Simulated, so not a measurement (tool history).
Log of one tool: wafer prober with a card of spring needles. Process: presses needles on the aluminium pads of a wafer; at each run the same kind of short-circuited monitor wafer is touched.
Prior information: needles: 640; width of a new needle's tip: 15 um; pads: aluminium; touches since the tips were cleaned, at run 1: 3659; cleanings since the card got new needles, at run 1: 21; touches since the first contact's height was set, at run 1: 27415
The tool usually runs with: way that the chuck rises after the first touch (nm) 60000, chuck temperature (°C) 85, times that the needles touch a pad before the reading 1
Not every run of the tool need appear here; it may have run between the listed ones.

run   hour  way that the chuck rises after the first touch (nm)  chuck temperature (°C)  times that the needles touch a pad before the reading  touches since the tips were cleaned  cleanings since the card got new needles  touches since the first contact's height was set  resistance of one needle with its contact and lead (mohm)  way that a needle slides on the pad (nm)
  1      0                                                60000                      85                                                      1                                 3659                                        21                                             27415                                                        144                                     10090
  2      9                                                60000                      85                                                      1                                 7361                                        21                                             31117                                                        144                                     10070
      13.2  -- tips cleaned on abrasive film
  3   20.3                                                60000                      85                                                      1                                 2939                                        22                                             35746                                                        148                                     10040
  4   26.7                                                60000                      85                                                      1                                 5552                                        22                                             38359                                                        144                                     10050
      34.6  -- tips cleaned on abrasive film
  5   35.5                                                60000                      85                                                      1                                  374                                        23                                             41960                                                        144                                     10060
  6     42                                                60000                      85                                                      1                                 3024                                        23                                             44610                                                        147                                     10050
  7   50.3                                                60000                      35                                                      1                                 6450                                        23                                             48036                                                        136                                     10050
      56.2  -- tips cleaned on abrasive film
  8   60.4                                                60000                      35                                                      1                                 1723                                        24                                             52163                                                        140                                     10060
  9   69.9                                                60000                      85                                                      1                                 5614                                        24                                             56054                                                        147                                     10070
      77.4  -- tips cleaned on abrasive film
 10   78.9                                                60000                      85                                                      1                                  609                                        25                                             59738                                                        147                                     10050
 11   91.2                                                60000                      85                                                      1                                 5669                                        25                                             64798                                                        148                                     10060
        99  -- tips cleaned on abrasive film
 12  100.2                                                60000                      85                                                      1                                  500                                        26                                             68456                                                        144                                     10070
 13  108.4                                                60000                      85                                                      1                                 3896                                        26                                             71852                                                        146                                     10060
 14  119.4                                                60000                      85                                                      1                                 8405                                        26                                             76361                                                        145                                     10050
     120.5  -- tips cleaned on abrasive film
 15  130.3                                                60000                      85                                                      1                                 4010                                        27                                             80804                                                        146                                     10040
 16  136.5                                                60000                      85                                                      1                                 6581                                        27                                             83375                                                        147                                     10070
     141.9  -- tips cleaned on abrasive film
 17  146.1                                                60000                      85                                                      1                                 1737                                        28                                             87294                                                        146                                     10050
 18  155.3                                                53000                      28                                                      2                                 5503                                        28                                             91060                                                        139                                      8870
       163  -- tips cleaned on abrasive film
       166  -- height of the first contact set anew
 19    166                                                56000                      33                                                      2                                 1114                                        29                                                 0                                                        136                                      9380
 20  175.7                                                63000                      68                                                      2                                 5082                                        29                                              3968                                                        142                                     10550
 21  181.1                                                48000                      28                                                      1                                 7325                                        29                                              6211                                                        141                                      8040
     184.5  -- tips cleaned on abrasive film
 22  194.1                                                48000                      28                                                      1                                 3921                                        30                                             11496                                                        139                                      8030
 23  203.2                                                48000                      28                                                      1                                 7682                                        30                                             15257                                                        138                                      8040
     205.9  -- tips cleaned on abrasive film
 24  216.5                                                72000                      28                                                      1                                 4349                                        31                                             20703                                                        133                                     12080
 25  225.3                                                72000                      28                                                      1                                 7957                                        31                                             24311                                                        133                                     12070
     227.1  -- tips cleaned on abrasive film
 26  231.4                                                72000                      28                                                      1                                 1796                                        32                                             26812                                                        133                                     12070
 27  240.3                                                69000                      33                                                      1                                 5439                                        32                                             30455                                                        133                                     11580
     248.3  -- tips cleaned on abrasive film
 28  251.1                                                46000                      66                                                      1                                 1139                                        33                                             34847                                                        146                                      7720
 29  262.6                                                62000                      85                                                      2                                 5874                                        33                                             39582                                                        144                                     10390
 30  268.7                                                51000                      93                                                      2                                 8398                                        33                                             42106                                                        149                                      8540
     269.4  -- tips cleaned on abrasive film
 31  278.9                                                60000                      51                                                      1                                 3908                                        34                                             46255                                                        139                                     10050
     290.7  -- tips cleaned on abrasive film
 32    292                                                60000                      51                                                      1                                  516                                        35                                             51614                                                        141                                     10070
 33  302.9                                                60000                      51                                                      1                                 5003                                        35                                             56101                                                        141                                     10050

Consider 4 possible next runs. They are alternatives, not a sequence: every one starts from the tool as it was left by run 33. What does each give?
  A  311.4                                                41000                      54                                                      2                                 8525                                        35                                             59623                                                          ?                                         ?
  B  311.4                                                43000                      35                                                      1                                 8525                                        35                                             59623                                                          ?                                         ?
  C  311.4                                                48000                      85                                                      1                                 8525                                        35                                             59623                                                          ?                                         ?
  D  311.4                                                60000                      29                                                      3                                 8525                                        35                                             59623                                                          ?                                         ?

run  resistance of one needle with its contact and lead (mohm)  way that a needle slides on the pad (nm)
  A                                                        148                                      6870
  B                                                        143                                      7210
  C                                                        153                                      8060
  D                                                        137                                     10050
Stripped of hidden state, with their random variation kept, the same runs would have yielded:
run  resistance of one needle with its contact and lead (mohm)  way that a needle slides on the pad (nm)
  A                                                        147                                      6880
  B                                                        142                                      7220
  C                                                        152                                      8060
  D                                                        137                                     10050
